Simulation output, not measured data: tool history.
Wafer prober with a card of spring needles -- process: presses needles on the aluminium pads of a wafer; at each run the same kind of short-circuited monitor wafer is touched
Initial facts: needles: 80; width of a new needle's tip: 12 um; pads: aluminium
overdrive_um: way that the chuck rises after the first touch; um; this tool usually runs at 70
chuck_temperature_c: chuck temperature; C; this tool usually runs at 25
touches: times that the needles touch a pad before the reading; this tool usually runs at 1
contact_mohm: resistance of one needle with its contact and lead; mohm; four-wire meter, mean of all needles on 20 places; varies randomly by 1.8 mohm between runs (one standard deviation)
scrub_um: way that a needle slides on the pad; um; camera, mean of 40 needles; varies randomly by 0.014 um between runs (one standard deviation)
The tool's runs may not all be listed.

run 1 hour=0.0 | overdrive_um=70 chuck_temperature_c=25 touches=1 | contact_mohm=212 scrub_um=19.02
-- hour=3.3 tips cleaned on abrasive film
-- hour=29.2 tips cleaned on abrasive film
run 2 hour=48.9 | overdrive_um=70 chuck_temperature_c=25 touches=1 | contact_mohm=208 scrub_um=18.99
-- hour=56.3 tips cleaned on abrasive film
-- hour=84.0 tips cleaned on abrasive film
run 3 hour=105.1 | overdrive_um=70 chuck_temperature_c=25 touches=2 | contact_mohm=199 scrub_um=18.96
-- hour=110.4 tips cleaned on abrasive film
-- hour=137.0 tips cleaned on abrasive film
run 4 hour=150.7 | overdrive_um=70 chuck_temperature_c=25 touches=2 | contact_mohm=197 scrub_um=18.94
-- hour=162.0 tips cleaned on abrasive film
-- hour=186.3 tips cleaned on abrasive film
run 5 hour=200.1 | overdrive_um=70 chuck_temperature_c=25 touches=1 | contact_mohm=206 scrub_um=18.92
-- hour=212.9 tips cleaned on abrasive film
run 6 hour=235.3 | overdrive_um=70 chuck_temperature_c=117 touches=1 | contact_mohm=225 scrub_um=18.88
-- hour=240.2 tips cleaned on abrasive film
-- hour=240.5 height of the first contact set anew
-- hour=265.5 tips cleaned on abrasive film
run 7 hour=273.3 | overdrive_um=70 chuck_temperature_c=117 touches=1 | contact_mohm=216 scrub_um=18.77
-- hour=289.9 tips cleaned on abrasive film
-- hour=315.2 tips cleaned on abrasive film
run 8 hour=319.3 | overdrive_um=70 chuck_temperature_c=117 touches=1 | contact_mohm=208 scrub_um=18.74
-- hour=339.8 tips cleaned on abrasive film
run 9 hour=357.8 | overdrive_um=70 chuck_temperature_c=117 touches=1 | contact_mohm=225 scrub_um=18.75
-- hour=367.1 tips cleaned on abrasive film
-- hour=393.4 tips cleaned on abrasive film
run 10 hour=393.4 | overdrive_um=70 chuck_temperature_c=25 touches=1 | contact_mohm=185 scrub_um=18.72
-- hour=419.5 tips cleaned on abrasive film
run 11 hour=427.5 | overdrive_um=70 chuck_temperature_c=25 touches=1 | contact_mohm=199 scrub_um=18.70
-- hour=445.4 tips cleaned on abrasive film
-- hour=471.9 height of the first contact set anew, once more
-- hour=472.0 tips cleaned on abrasive film
run 12 hour=487.1 | overdrive_um=70 chuck_temperature_c=25 touches=1 | contact_mohm=207 scrub_um=19.16
-- hour=500.1 tips cleaned on abrasive film
run 13 hour=520.8 | overdrive_um=70 chuck_temperature_c=88 touches=1 | contact_mohm=216 scrub_um=19.15
-- hour=525.0 tips cleaned on abrasive film
-- hour=551.5 tips cleaned on abrasive film
-- hour=575.5 tips cleaned on abrasive film
run 14 hour=575.5 | overdrive_um=70 chuck_temperature_c=88 touches=1 | contact_mohm=195 scrub_um=19.12
-- hour=599.3 tips cleaned on abrasive film
run 15 hour=614.3 | overdrive_um=70 chuck_temperature_c=88 touches=1 | contact_mohm=213 scrub_um=19.10
-- hour=623.3 tips cleaned on abrasive film
-- hour=649.1 tips cleaned on abrasive film
run 16 hour=664.3 | overdrive_um=70 chuck_temperature_c=88 touches=1 | contact_mohm=217 scrub_um=19.09
-- hour=673.6 tips cleaned on abrasive film
-- hour=698.7 tips cleaned on abrasive film
run 17 hour=719.6 | overdrive_um=70 chuck_temperature_c=88 touches=1 | contact_mohm=219 scrub_um=19.05
-- hour=723.1 tips cleaned on abrasive film
-- hour=747.3 tips cleaned on abrasive film
run 18 hour=751.9 | overdrive_um=70 chuck_temperature_c=88 touches=1 | contact_mohm=200 scrub_um=19.01
-- hour=771.3 tips cleaned on abrasive film
-- hour=795.5 tips cleaned on abrasive film
run 19 hour=812.1 | overdrive_um=70 chuck_temperature_c=87 touches=1 | contact_mohm=219 scrub_um=18.97

What will run 20 give?
-- hour=821.7 tips cleaned on abrasive film
-- hour=846.3 tips cleaned on abrasive film
run 20 hour=861.1 | overdrive_um=60 chuck_temperature_c=80 touches=2 | contact_mohm=? scrub_um=?

{"run 20": {"contact_mohm": 214, "scrub_um": 16.24}}
Take away the tool's hidden state, keep the run-to-run variation as it was, and the same run would have given contact_mohm 194 mohm, scrub_um 16.46 um.
